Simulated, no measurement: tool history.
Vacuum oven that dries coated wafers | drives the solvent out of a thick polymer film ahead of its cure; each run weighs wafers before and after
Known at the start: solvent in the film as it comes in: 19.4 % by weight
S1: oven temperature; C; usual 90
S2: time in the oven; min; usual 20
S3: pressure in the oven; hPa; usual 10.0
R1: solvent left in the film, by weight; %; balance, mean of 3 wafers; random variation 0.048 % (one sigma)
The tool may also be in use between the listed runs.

run	hour	S1	S2	S3	R1
1	0.0	90	20	10.0	2.39
2	92.5	90	20	10.0	2.52
3	142.1	90	20	10.0	2.38
4	231.9	90	20	10.0	2.48
5	308.7	90	20	7.4	2.43
6	389.9	95	20	10.0	1.50
7	456.8	95	20	6.1	1.35
8	519.6	90	20	10.8	2.75
9	559.6	90	20	10.8	2.73
10	618.8	90	13	10.0	4.53
11	705.8	90	13	10.0	4.57
12	792.3	90	20	10.0	2.74
13	835.6	90	20	10.0	2.70
14	925.3	90	20	12.5	2.85
15	969.1	86	20	10.0	3.97
16	1049.0	90	20	10.0	2.76
# hour 1143.8: oven's thermocouples calibrated
17	1145.0	97	20	10.0	1.28
18	1198.5	97	20	10.0	1.29
19	1251.8	90	25	10.0	2.12
20	1329.5	86	25	10.0	3.11
21	1374.5	86	34	10.0	2.18
# hour 1441.2: vacuum gauge cleaned of residue and calibrated
22	1461.7	86	34	18.4	2.04
23	1545.3	86	34	18.4	2.11
24	1612.7	90	20	15.4	2.58
25	1667.3	77	20	17.2	7.57
26	1730.5	87	12	17.2	6.32
27	1775.3	90	17	10.0	2.96
28	1856.3	92	32	28.5	1.81
29	1898.5	84	27	8.2	2.83

Run 30 comes next. What will it give?
30	1967.4	95	31	27.1	?

R1: 1.41 %
Without the tool's hidden state the same run would have given R1 1.30 %.
